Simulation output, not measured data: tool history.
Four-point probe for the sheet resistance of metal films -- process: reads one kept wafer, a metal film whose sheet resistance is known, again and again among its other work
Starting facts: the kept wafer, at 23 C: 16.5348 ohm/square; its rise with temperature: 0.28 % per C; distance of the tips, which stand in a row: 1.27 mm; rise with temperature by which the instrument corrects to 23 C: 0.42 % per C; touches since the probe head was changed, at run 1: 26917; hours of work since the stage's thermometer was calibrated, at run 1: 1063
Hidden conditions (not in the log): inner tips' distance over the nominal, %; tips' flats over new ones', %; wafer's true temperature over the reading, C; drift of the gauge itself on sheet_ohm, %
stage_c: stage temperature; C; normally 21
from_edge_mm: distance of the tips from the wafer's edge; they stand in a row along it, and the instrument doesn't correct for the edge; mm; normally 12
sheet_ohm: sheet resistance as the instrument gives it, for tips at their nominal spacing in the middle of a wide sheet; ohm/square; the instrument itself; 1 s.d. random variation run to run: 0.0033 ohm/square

run	hour	stage_c	from_edge_mm	touches since the probe head was changed	hours of work since the stage's thermometer was calibrated	sheet_ohm
1	0	21	12	26917	1063	16.684018
2	17	21	12	27646	1074	16.677829
3	38.1	21	4	28546	1088	17.431237
4	57.8	21	4	29392	1100	17.434706
5	70.4	21	4	29929	1109	17.423689
6	88	21	4	30682	1120	17.433376
7	109.5	21	4	31603	1134	17.436361
8	134.7	21	7	32682	1150	16.87049
9	162.5	21	12	33871	1168	16.681474
10	187.7	21	12	34950	1185	16.674707
11	205.5	21	12	35709	1196	16.678533
12	230.1	21	12	36762	1212	16.6802
13	249.5	23	12	37593	1225	16.632094
14	272.2	23	12	38566	1239	16.634354
15	286.3	31	12	39168	1249	16.463568
16	313.7	31	12	40342	1266	16.461944
17	335.3	21	56	41264	1280	16.57867
18	360	21	12	42321	1296	16.674467
19	376.8	21	12	43042	1307	16.679492
20	398.4	21	12	43965	1321	16.676869
# hour 409.1: stage's thermometer calibrated
21	421.1	21	12	44916	8	16.676071
22	445.2	21	15	45948	23	16.646156
23	469.6	21	15	46991	39	16.646619
24	481.8	22	24	47511	47	16.583003
25	504.5	33	10	48482	62	16.459062
26	517.4	25	23	49038	70	16.513142
27	540.6	33	12	50027	85	16.42147
28	568	24	22	51200	103	16.542763
29	585.7	34	3	51957	114	17.725151
30	599.2	26	12	52537	123	16.563724
31	625	26	12	53641	140	16.565089
32	652.7	20	12	54824	158	16.70395
33	680.2	22	9	56000	176	16.727496
34	697.6	26	52	56746	187	16.472555
35	712.9	32	32	57401	197	16.36425
36	731.7	29	6	58207	209	16.786856
37	753.7	34	7	59147	223	16.579336
38	766.8	21	48	59710	232	16.584488
39	791.6	22	48	60771	248	16.5594
40	818.7	22	48	61929	266	16.566434
41	829.9	21	28	62410	273	16.599135
42	848.7	21	28	63215	285	16.595072
43	869.1	29	7	64087	298	16.69282
44	893.6	29	7	65135	314	16.693699
45	905.4	29	7	65638	322	16.692537

Here are 4 independent what-if runs from the current tool condition. What would each one return?
A	931.8	27	41	66768	339	?
B	931.8	24	14	66768	339	?
C	931.8	29	7	66768	339	?
D	931.8	21	47	66768	339	?

run	sheet_ohm
A	16.461551
B	16.585995
C	16.689817
D	16.583714
With the hidden condition removed and each run's random variation left untouched, the same runs would have given:
run	sheet_ohm
A	16.462353
B	16.586802
C	16.690629
D	16.58452
